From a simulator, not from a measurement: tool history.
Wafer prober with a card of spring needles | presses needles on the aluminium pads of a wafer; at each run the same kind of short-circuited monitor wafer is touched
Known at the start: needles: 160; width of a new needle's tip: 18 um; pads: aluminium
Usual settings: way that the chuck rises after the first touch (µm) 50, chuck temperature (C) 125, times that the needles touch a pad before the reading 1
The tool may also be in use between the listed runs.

run,hour,way that the chuck rises after the first touch (µm),chuck temperature (C),times that the needles touch a pad before the reading,resistance of one needle with its contact and lead (mohm),way that a needle slides on the pad (µm)
1,0,50,125,1,248,13.98
# hour 3.7: tips cleaned on abrasive film
# hour 7.5: tips cleaned on abrasive film
# hour 12.1: tips cleaned on abrasive film
# hour 16.7: tips cleaned on abrasive film
# hour 20.5: tips cleaned on abrasive film
2,23.8,50,76,1,233,13.81
# hour 24.9: tips cleaned on abrasive film
# hour 28.6: tips cleaned on abrasive film
# hour 32.3: tips cleaned on abrasive film
# hour 36.1: tips cleaned on abrasive film
3,38,50,125,2,246,14.02
# hour 40: tips cleaned on abrasive film
# hour 43.7: tips cleaned on abrasive film
# hour 47.4: tips cleaned on abrasive film
# hour 52.1: tips cleaned on abrasive film
# hour 55.8: tips cleaned on abrasive film
# hour 59.5: tips cleaned on abrasive film
# hour 63.3: tips cleaned on abrasive film
4,63.7,50,125,1,248,13.8
# hour 67.5: tips cleaned on abrasive film
# hour 71.2: tips cleaned on abrasive film
# hour 74.9: tips cleaned on abrasive film
5,77.4,50,125,1,247,13.97
# hour 79.4: tips cleaned on abrasive film
# hour 84: tips cleaned on abrasive film
# hour 87.7: tips cleaned on abrasive film
# hour 91.5: tips cleaned on abrasive film
# hour 95.2: tips cleaned on abrasive film
# hour 98.9: tips cleaned on abrasive film
6,101.6,34,125,1,252,9.5
# hour 103.5: tips cleaned on abrasive film
# hour 107.3: tips cleaned on abrasive film
# hour 111.9: tips cleaned on abrasive film
7,114.2,34,103,1,248,9.63
# hour 116.1: tips cleaned on abrasive film
# hour 119.9: tips cleaned on abrasive film
# hour 123.6: tips cleaned on abrasive film
# hour 128.2: tips cleaned on abrasive film
# hour 132.9: tips cleaned on abrasive film
# hour 136.6: tips cleaned on abrasive film
8,138.3,50,125,1,249,13.87
# hour 141.2: tips cleaned on abrasive film
# hour 144.9: tips cleaned on abrasive film
# hour 148.6: tips cleaned on abrasive film
# hour 152.4: tips cleaned on abrasive film
# hour 156.1: tips cleaned on abrasive film
9,157.2,50,125,1,243,14.02
# hour 160: tips cleaned on abrasive film
# hour 163.7: tips cleaned on abrasive film
# hour 168.4: tips cleaned on abrasive film
# hour 172.1: tips cleaned on abrasive film
10,173,50,125,1,246,13.86
# hour 176.7: tips cleaned on abrasive film
# hour 180.5: tips cleaned on abrasive film
# hour 184.2: tips cleaned on abrasive film
# hour 188.8: tips cleaned on abrasive film
11,190.6,50,125,1,246,13.88
# hour 193.5: tips cleaned on abrasive film
# hour 197.2: tips cleaned on abrasive film
# hour 200.9: tips cleaned on abrasive film
# hour 204.7: tips cleaned on abrasive film
12,205,50,125,1,246,13.96
# hour 208.8: tips cleaned on abrasive film
# hour 213.4: tips cleaned on abrasive film
13,216.9,59,116,3,245,16.43
# hour 217.9: tips cleaned on abrasive film
# hour 221.7: tips cleaned on abrasive film
# hour 225.4: tips cleaned on abrasive film
# hour 229.2: tips cleaned on abrasive film
14,230.8,59,116,3,239,16.55

Forecast run 15:
# hour 233.6: tips cleaned on abrasive film
# hour 237.3: tips cleaned on abrasive film
# hour 241.1: tips cleaned on abrasive film
15,244,59,116,3,?,?

{"run 15": {"resistance of one needle with its contact and lead (mohm)": 240, "way that a needle slides on the pad (µm)": 16.4}}
Without the tool's hidden state the same run would have given resistance of one needle with its contact and lead (mohm) 240, way that a needle slides on the pad (µm) 16.42.

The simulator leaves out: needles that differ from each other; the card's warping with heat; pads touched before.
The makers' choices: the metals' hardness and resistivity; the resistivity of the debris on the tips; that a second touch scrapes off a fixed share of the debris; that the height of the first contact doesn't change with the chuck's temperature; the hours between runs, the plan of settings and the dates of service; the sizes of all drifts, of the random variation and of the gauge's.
